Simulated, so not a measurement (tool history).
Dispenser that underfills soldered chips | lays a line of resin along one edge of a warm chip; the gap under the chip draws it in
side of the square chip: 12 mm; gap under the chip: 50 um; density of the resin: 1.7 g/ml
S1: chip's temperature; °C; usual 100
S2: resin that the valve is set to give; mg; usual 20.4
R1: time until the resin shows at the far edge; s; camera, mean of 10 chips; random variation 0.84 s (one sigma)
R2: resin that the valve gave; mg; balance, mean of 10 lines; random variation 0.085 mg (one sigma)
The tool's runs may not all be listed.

{"run": 1, "hour": 0.0, "S1": 100, "S2": 20.4, "R1": 138.0, "R2": 20.19}
{"hour": 3.6, "done": "new syringe of resin"}
{"run": 2, "hour": 10.4, "S1": 100, "S2": 20.4, "R1": 138.6, "R2": 20.02}
{"hour": 13.8, "done": "new syringe of resin"}
{"run": 3, "hour": 23.1, "S1": 104, "S2": 20.4, "R1": 148.3, "R2": 19.97}
{"hour": 24.8, "done": "new syringe of resin"}
{"hour": 35.7, "done": "new syringe of resin"}
{"run": 4, "hour": 36.7, "S1": 104, "S2": 20.4, "R1": 83.9, "R2": 19.88}
{"hour": 46.2, "done": "new syringe of resin"}
{"run": 5, "hour": 54.3, "S1": 100, "S2": 20.4, "R1": 152.3, "R2": 19.73}
{"hour": 57.2, "done": "new syringe of resin"}
{"hour": 62.1, "done": "dispensing valve cleaned and set on the balance"}
{"run": 6, "hour": 65.7, "S1": 94, "S2": 20.4, "R1": 176.2, "R2": 20.32}
{"hour": 68.5, "done": "new syringe of resin"}
{"run": 7, "hour": 73.6, "S1": 95, "S2": 20.4, "R1": 144.7, "R2": 20.22}
{"hour": 78.8, "done": "new syringe of resin"}
{"hour": 90.1, "done": "new syringe of resin"}
{"run": 8, "hour": 91.2, "S1": 100, "S2": 20.4, "R1": 96.2, "R2": 20.05}
{"hour": 100.4, "done": "new syringe of resin"}
{"run": 9, "hour": 105.4, "S1": 100, "S2": 20.4, "R1": 123.4, "R2": 20.11}
{"hour": 111.1, "done": "new syringe of resin"}
{"hour": 121.6, "done": "new syringe of resin"}
{"run": 10, "hour": 121.6, "S1": 101, "S2": 20.1, "R1": 85.3, "R2": 19.61}
{"run": 11, "hour": 128.7, "S1": 101, "S2": 20.1, "R1": 138.5, "R2": 19.55}
{"hour": 131.6, "done": "new syringe of resin"}
{"run": 12, "hour": 139.3, "S1": 104, "S2": 20.2, "R1": 134.5, "R2": 19.47}
{"hour": 142.6, "done": "new syringe of resin"}
{"run": 13, "hour": 150.1, "S1": 100, "S2": 18.9, "R1": 147.1, "R2": 18.46}
{"hour": 152.6, "done": "new syringe of resin"}
{"hour": 158.0, "done": "dispensing valve cleaned and set on the balance"}
{"run": 14, "hour": 162.9, "S1": 114, "S2": 21.1, "R1": 109.1, "R2": 20.91}
{"hour": 164.7, "done": "new syringe of resin"}
{"hour": 175.5, "done": "new syringe of resin"}
{"run": 15, "hour": 175.6, "S1": 103, "S2": 21.1, "R1": 82.2, "R2": 20.81}

Hidden state or all else? Some run-to-run changes of R1, split into what the settings, what came in and random variation would give without the hidden state, and what is left for the hidden state (with any gauge scatter that isn't in both results):
The hidden state here: resin's viscosity, % of fresh resin's; dose that the valve gives, % of what is set; true chip temperature over the reading, C; drift of the gauge itself on fill_s, %; drift of the gauge itself on given_mg, %.
Run 3 -> 4: new syringe of resin, new syringe of resin. R1 -64.4 s: hidden state -64.5, all else +0.1.
Run 4 -> 5: S1 104 -> 100, new syringe of resin. R1 +68.4 s: hidden state +60.7, all else +7.7.

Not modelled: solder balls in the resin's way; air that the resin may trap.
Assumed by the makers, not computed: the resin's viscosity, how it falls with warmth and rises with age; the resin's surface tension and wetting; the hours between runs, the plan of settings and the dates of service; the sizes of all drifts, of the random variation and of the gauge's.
